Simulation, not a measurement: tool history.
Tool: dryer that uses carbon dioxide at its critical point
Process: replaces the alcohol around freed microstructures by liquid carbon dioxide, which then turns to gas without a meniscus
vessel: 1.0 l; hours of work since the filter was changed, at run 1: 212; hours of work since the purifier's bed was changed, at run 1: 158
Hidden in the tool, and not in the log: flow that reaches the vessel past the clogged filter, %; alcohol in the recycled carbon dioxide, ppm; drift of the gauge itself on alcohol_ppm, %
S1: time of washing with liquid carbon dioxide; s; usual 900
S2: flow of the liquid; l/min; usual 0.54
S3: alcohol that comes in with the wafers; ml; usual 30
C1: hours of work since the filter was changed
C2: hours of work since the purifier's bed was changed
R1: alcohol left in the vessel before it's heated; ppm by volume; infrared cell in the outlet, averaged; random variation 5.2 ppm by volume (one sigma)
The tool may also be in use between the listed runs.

{"run": 1, "hour": 0.0, "S1": 900, "S2": 0.54, "S3": 30, "C1": 212, "C2": 158, "R1": 212}
{"run": 2, "hour": 69.2, "S1": 780, "S2": 0.54, "S3": 30, "C1": 250, "C2": 197, "R1": 385}
{"run": 3, "hour": 128.8, "S1": 780, "S2": 0.54, "S3": 30, "C1": 284, "C2": 231, "R1": 420}
{"run": 4, "hour": 173.6, "S1": 780, "S2": 0.54, "S3": 30, "C1": 309, "C2": 256, "R1": 466}
{"run": 5, "hour": 207.7, "S1": 780, "S2": 0.54, "S3": 30, "C1": 328, "C2": 275, "R1": 465}
{"run": 6, "hour": 269.7, "S1": 900, "S2": 0.54, "S3": 29, "C1": 363, "C2": 310, "R1": 309}
{"run": 7, "hour": 309.4, "S1": 900, "S2": 0.54, "S3": 64, "C1": 385, "C2": 332, "R1": 577}
{"run": 8, "hour": 354.2, "S1": 900, "S2": 0.54, "S3": 64, "C1": 410, "C2": 357, "R1": 608}
{"hour": 371.8, "done": "inlet filter changed"}
{"run": 9, "hour": 407.0, "S1": 900, "S2": 0.54, "S3": 64, "C1": 20, "C2": 386, "R1": 332}
{"run": 10, "hour": 438.1, "S1": 720, "S2": 0.54, "S3": 64, "C1": 37, "C2": 403, "R1": 764}
{"run": 11, "hour": 494.7, "S1": 900, "S2": 0.368, "S3": 30, "C1": 69, "C2": 435, "R1": 741}
{"run": 12, "hour": 559.9, "S1": 900, "S2": 0.368, "S3": 30, "C1": 106, "C2": 472, "R1": 802}
{"run": 13, "hour": 629.2, "S1": 900, "S2": 0.54, "S3": 33, "C1": 144, "C2": 511, "R1": 338}
{"run": 14, "hour": 684.3, "S1": 900, "S2": 0.54, "S3": 33, "C1": 175, "C2": 541, "R1": 349}
{"run": 15, "hour": 751.1, "S1": 900, "S2": 0.54, "S3": 33, "C1": 213, "C2": 579, "R1": 379}
{"run": 16, "hour": 808.5, "S1": 1080, "S2": 0.54, "S3": 33, "C1": 245, "C2": 611, "R1": 303}
{"run": 17, "hour": 877.1, "S1": 1080, "S2": 0.54, "S3": 33, "C1": 283, "C2": 650, "R1": 322}
{"run": 18, "hour": 926.2, "S1": 720, "S2": 0.54, "S3": 33, "C1": 311, "C2": 677, "R1": 823}
{"run": 19, "hour": 959.9, "S1": 720, "S2": 0.54, "S3": 33, "C1": 330, "C2": 696, "R1": 855}
{"run": 20, "hour": 1000.9, "S1": 1200, "S2": 0.54, "S3": 30, "C1": 353, "C2": 719, "R1": 324}
{"hour": 1014.2, "done": "purifier's bed changed"}
{"run": 21, "hour": 1035.7, "S1": 900, "S2": 0.351, "S3": 30, "C1": 371, "C2": 12, "R1": 1085}
{"run": 22, "hour": 1105.0, "S1": 900, "S2": 0.351, "S3": 30, "C1": 410, "C2": 51, "R1": 1183}
{"hour": 1121.8, "done": "inlet filter changed"}
{"run": 23, "hour": 1140.8, "S1": 1440, "S2": 0.54, "S3": 30, "C1": 11, "C2": 70, "R1": 38}
{"run": 24, "hour": 1203.6, "S1": 1440, "S2": 0.54, "S3": 48, "C1": 46, "C2": 106, "R1": 44}
{"run": 25, "hour": 1241.4, "S1": 1440, "S2": 0.54, "S3": 48, "C1": 67, "C2": 127, "R1": 61}
{"run": 26, "hour": 1298.4, "S1": 1140, "S2": 0.42, "S3": 48, "C1": 99, "C2": 159, "R1": 236}
{"run": 27, "hour": 1355.4, "S1": 900, "S2": 0.54, "S3": 82, "C1": 131, "C2": 191, "R1": 406}
{"run": 28, "hour": 1391.6, "S1": 780, "S2": 0.696, "S3": 59, "C1": 151, "C2": 211, "R1": 203}
{"run": 29, "hour": 1436.5, "S1": 780, "S2": 0.696, "S3": 59, "C1": 176, "C2": 236, "R1": 226}
{"run": 30, "hour": 1473.3, "S1": 780, "S2": 0.696, "S3": 59, "C1": 197, "C2": 257, "R1": 230}
{"run": 31, "hour": 1505.8, "S1": 780, "S2": 0.696, "S3": 59, "C1": 215, "C2": 275, "R1": 256}
{"run": 32, "hour": 1577.8, "S1": 780, "S2": 0.696, "S3": 59, "C1": 256, "C2": 316, "R1": 277}
{"run": 33, "hour": 1641.6, "S1": 720, "S2": 0.589, "S3": 101, "C1": 291, "C2": 351, "R1": 1236}
{"run": 34, "hour": 1672.5, "S1": 720, "S2": 0.437, "S3": 26, "C1": 309, "C2": 369, "R1": 1014}
{"run": 35, "hour": 1727.6, "S1": 600, "S2": 0.437, "S3": 24, "C1": 340, "C2": 400, "R1": 1643}
{"run": 36, "hour": 1770.5, "S1": 600, "S2": 0.678, "S3": 24, "C1": 364, "C2": 424, "R1": 530}
{"run": 37, "hour": 1836.9, "S1": 600, "S2": 0.445, "S3": 64, "C1": 401, "C2": 461, "R1": 4158}
{"hour": 1869.0, "done": "inlet filter changed"}
{"run": 38, "hour": 1891.9, "S1": 840, "S2": 0.445, "S3": 64, "C1": 13, "C2": 491, "R1": 893}
{"run": 39, "hour": 1950.5, "S1": 840, "S2": 0.54, "S3": 30, "C1": 46, "C2": 524, "R1": 343}
{"run": 40, "hour": 1998.1, "S1": 840, "S2": 0.54, "S3": 30, "C1": 72, "C2": 551, "R1": 365}
{"run": 41, "hour": 2069.0, "S1": 840, "S2": 0.54, "S3": 30, "C1": 112, "C2": 590, "R1": 393}
{"run": 42, "hour": 2099.9, "S1": 840, "S2": 0.54, "S3": 30, "C1": 129, "C2": 608, "R1": 407}
{"run": 43, "hour": 2148.2, "S1": 840, "S2": 0.54, "S3": 30, "C1": 157, "C2": 635, "R1": 429}
{"run": 44, "hour": 2212.8, "S1": 660, "S2": 0.348, "S3": 106, "C1": 193, "C2": 671, "R1": 7789}
{"run": 45, "hour": 2281.0, "S1": 1380, "S2": 0.53, "S3": 95, "C1": 231, "C2": 709, "R1": 309}
{"hour": 2312.8, "done": "purifier's bed changed"}
{"run": 46, "hour": 2343.0, "S1": 1380, "S2": 0.53, "S3": 95, "C1": 264, "C2": 17, "R1": 40}
{"run": 47, "hour": 2393.6, "S1": 1380, "S2": 0.53, "S3": 95, "C1": 293, "C2": 45, "R1": 57}

Forecast each of these 3 alternatives for the next run:
{"run": "A", "hour": 2441.8, "S1": 1140, "S2": 0.447, "S3": 21, "C1": 320, "C2": 72, "R1": "?"}
{"run": "B", "hour": 2441.8, "S1": 1080, "S2": 0.332, "S3": 24, "C1": 320, "C2": 72, "R1": "?"}
{"run": "C", "hour": 2441.8, "S1": 1380, "S2": 0.879, "S3": 33, "C1": 320, "C2": 72, "R1": "?"}

run=A R1=126
run=B R1=522
run=C R1=32
Without the tool's hidden state the same runs would have given:
run=A R1=52
run=B R1=288
run=C R1=3
